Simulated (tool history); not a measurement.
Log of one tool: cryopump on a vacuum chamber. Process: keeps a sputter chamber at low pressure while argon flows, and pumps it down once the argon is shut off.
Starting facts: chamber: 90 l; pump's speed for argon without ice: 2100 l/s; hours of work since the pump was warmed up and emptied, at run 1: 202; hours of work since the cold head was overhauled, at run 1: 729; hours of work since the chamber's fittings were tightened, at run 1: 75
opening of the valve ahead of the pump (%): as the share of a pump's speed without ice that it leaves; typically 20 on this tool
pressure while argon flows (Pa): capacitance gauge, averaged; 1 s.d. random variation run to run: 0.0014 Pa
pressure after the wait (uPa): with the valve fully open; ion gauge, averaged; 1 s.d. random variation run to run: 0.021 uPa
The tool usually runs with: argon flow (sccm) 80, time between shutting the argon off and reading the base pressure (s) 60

run	hour	argon flow (sccm)	time between shutting the argon off and reading the base pressure (s)	opening of the valve ahead of the pump (%)	hours of work since the pump was warmed up and emptied	hours of work since the cold head was overhauled	hours of work since the chamber's fittings were tightened	pressure while argon flows (Pa)	pressure after the wait (uPa)
1	0.0	80	60	20	202	729	75	0.3321	0.61
2	47.8	80	60	20	227	754	100	0.3314	0.58
3	103.0	80	60	20	256	783	129	0.3324	0.59
4	151.8	80	60	53	282	809	155	0.1326	0.64
5	190.2	80	60	53	302	829	176	0.1324	0.69
6	223.6	80	60	53	320	847	193	0.1340	0.69
7	258.2	80	60	53	338	865	212	0.1356	0.64
8	316.6	80	60	23	369	896	242	0.2947	0.72
9	345.2	80	60	23	384	911	258	0.2951	0.69
10	407.2	80	60	23	417	944	290	0.2955	0.73
11	440.5	80	60	23	435	962	308	0.2982	0.77
12	479.1	80	60	23	455	982	328	0.2975	0.80
13	508.9	80	60	23	471	998	344	0.2985	0.85
14	552.8	80	60	20	494	1021	367	0.3455	0.86
# hour 595.8: pump warmed up, emptied and cooled again
15	597.3	80	60	20	1	1042	388	0.3249	0.73
16	660.8	80	60	20	34	1076	422	0.3271	0.74
17	699.7	80	60	20	55	1096	443	0.3251	0.78
18	757.8	80	36	27	86	1127	473	0.2427	1.08

Estimate the outcome of run 19 from the log above:
19	791.1	80	36	27	103	1144	491	?	?

Logged for run 19: pressure while argon flows (Pa) 0.2433, pressure after the wait (uPa) 1.03.
Were there no unlogged condition in the tool, this run, its random variation unchanged, would have produced pressure while argon flows (Pa) 0.2384, pressure after the wait (uPa) 0.71.

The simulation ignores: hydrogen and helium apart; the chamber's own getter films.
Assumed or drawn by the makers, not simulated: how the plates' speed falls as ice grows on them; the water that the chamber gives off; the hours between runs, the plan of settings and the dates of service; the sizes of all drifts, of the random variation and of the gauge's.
